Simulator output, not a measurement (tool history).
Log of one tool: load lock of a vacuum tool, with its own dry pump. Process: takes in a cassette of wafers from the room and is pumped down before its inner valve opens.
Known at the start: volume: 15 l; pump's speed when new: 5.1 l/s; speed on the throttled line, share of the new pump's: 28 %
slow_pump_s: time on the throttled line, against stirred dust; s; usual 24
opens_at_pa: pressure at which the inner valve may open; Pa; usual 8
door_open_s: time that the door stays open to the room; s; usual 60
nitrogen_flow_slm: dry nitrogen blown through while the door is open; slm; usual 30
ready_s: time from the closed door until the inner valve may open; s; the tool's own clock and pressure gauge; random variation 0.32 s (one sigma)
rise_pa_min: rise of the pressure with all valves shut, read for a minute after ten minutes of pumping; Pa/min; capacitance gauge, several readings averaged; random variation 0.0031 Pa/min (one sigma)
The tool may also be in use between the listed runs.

run,hour,slow_pump_s,opens_at_pa,door_open_s,nitrogen_flow_slm,"incoming humidity of the room's air, %",ready_s,rise_pa_min
1,0,24,8,60,30,46.6,46,0.236
2,69.2,24,8,60,30,44.4,46.2,0.237
3,108.1,24,8,60,30,43.6,46.4,0.234
4,152.8,24,8,60,30,44.4,46.5,0.235
5,203,15,8,60,30,44.6,39.1,0.237
6,260.1,24,8,60,6,45,46.2,0.275
7,349.3,40,8,60,6,45.8,57.6,0.272
8,429.5,40,8,60,6,47.5,57.6,0.277
9,507.8,24,8,60,30,44,46.3,0.25
10,561.5,24,8,26,30,47.6,46.2,0.235
11,649.8,24,8,39,30,43.5,46.5,0.236
12,719,24,8,39,30,44.6,46.2,0.247
13,780.7,24,8,178,30,45,46.5,0.326

Forecast run 14:
14,836,24,8,60,22,43.2,?,?

Run 14 gave ready_s 46.4 s, rise_pa_min 0.265 Pa/min.
Without the tool's hidden state the same run would have given ready_s 45.5 s, rise_pa_min 0.066 Pa/min.

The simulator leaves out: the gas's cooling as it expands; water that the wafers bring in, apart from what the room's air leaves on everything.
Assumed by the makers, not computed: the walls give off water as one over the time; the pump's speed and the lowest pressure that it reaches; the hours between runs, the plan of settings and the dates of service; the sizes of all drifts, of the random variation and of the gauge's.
